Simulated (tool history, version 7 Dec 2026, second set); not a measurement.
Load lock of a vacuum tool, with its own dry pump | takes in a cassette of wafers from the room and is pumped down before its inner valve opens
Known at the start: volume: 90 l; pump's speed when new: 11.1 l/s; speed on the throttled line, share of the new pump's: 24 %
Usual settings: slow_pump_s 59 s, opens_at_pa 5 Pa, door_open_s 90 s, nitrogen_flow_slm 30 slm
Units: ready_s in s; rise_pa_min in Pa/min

run    hour  slow_pump_s  opens_at_pa  door_open_s  nitrogen_flow_slm  incoming humidity of the room's air, %  ready_s  rise_pa_min
  1       0           59            5           90                 30                                    43.1    132.6        0.098
  2   319.4           59            5           90                 30                                    38.5    134.2        0.105
  3   584.7           59            5           90                 30                                      45    134.6        0.108
  4   975.5           59            5           90                 30                                    47.5    135.9        0.111
  5  1288.5           59            5           90                 30                                    44.2    134.2        0.113
  6  1624.4           77            5           90                 30                                    48.3    148.5        0.125
  7  1948.7           58            5           90                 30                                      46    136.7        0.133
  8  2297.4           59            5           90                 30                                    45.1    138.2        0.135
  9  2651.5           59            5           90                 30                                    44.4    135.8        0.146
 10    2909           59            5           90                 30                                    42.7    138.2         0.15
 11  3274.3           59            5           90                 30                                    49.3    139.1        0.155
 12  3571.2           59            5           90                 30                                    42.7    139.8        0.156
 13  3867.9           59            5           90                 30                                    45.3    141.1         0.17
 14  4112.2           59            5           90                 30                                    44.7    139.9        0.172
 15  4448.2           59            5           90                 30                                    46.2    141.4        0.182
 16  4655.2           59            5           90                 30                                    44.1    142.2        0.185
 17  4877.2           59            9           29                 30                                    45.7    136.3        0.192
 18  5070.9          112            9           29                 30                                      50    173.3        0.192
 19  5280.8          112            9           29                 30                                    45.7      174        0.199
 20  5697.6          112            9           29                 30                                      44    174.2         0.21
     5926.4  -- dry pump taken out, an overhauled one fitted
 21  6087.8          112            7           29                 30                                    46.5    161.8        0.211
 22  6388.9           59            5           90                 43                                      50    124.5        0.221
 23  6686.9           53            6           99                 34                                    41.4    118.8        0.232
 24  6889.9           53            6           99                 34                                    46.8    119.4        0.246
 25  7232.4           53            6           99                 27                                    43.7    121.6        0.255
 26    7509          116            5           42                 30                                    44.6    169.7        0.253
 27  7878.9           41            7          168                 30                                    44.6      111        0.267
 28  8238.8           52            8           90                 25                                    40.7    118.3        0.269
 29  8485.5           52            8           90                 25                                    46.1    118.3        0.277
 30  8780.6           52            8           90                 26                                    46.2    117.8         0.29
 31  8988.5           37            9          137                 14                                    44.3    106.4         0.31

3 ways to go on from here, each from the tool as it stands after run 31. What would each give?
  A  9227          112            6          137                  6                                      42        ?            ?
  B  9227           37            9           90                 14                                    41.4        ?            ?
  C  9227           39            6          137                 14                                    41.9        ?            ?

run  ready_s  rise_pa_min
  A    166.5        0.315
  B    106.7        0.305
  C    111.8        0.315
Without the tool's hidden state the same runs would have given:
run  ready_s  rise_pa_min
  A    164.4        0.027
  B    104.1        0.015
  C    109.3        0.025
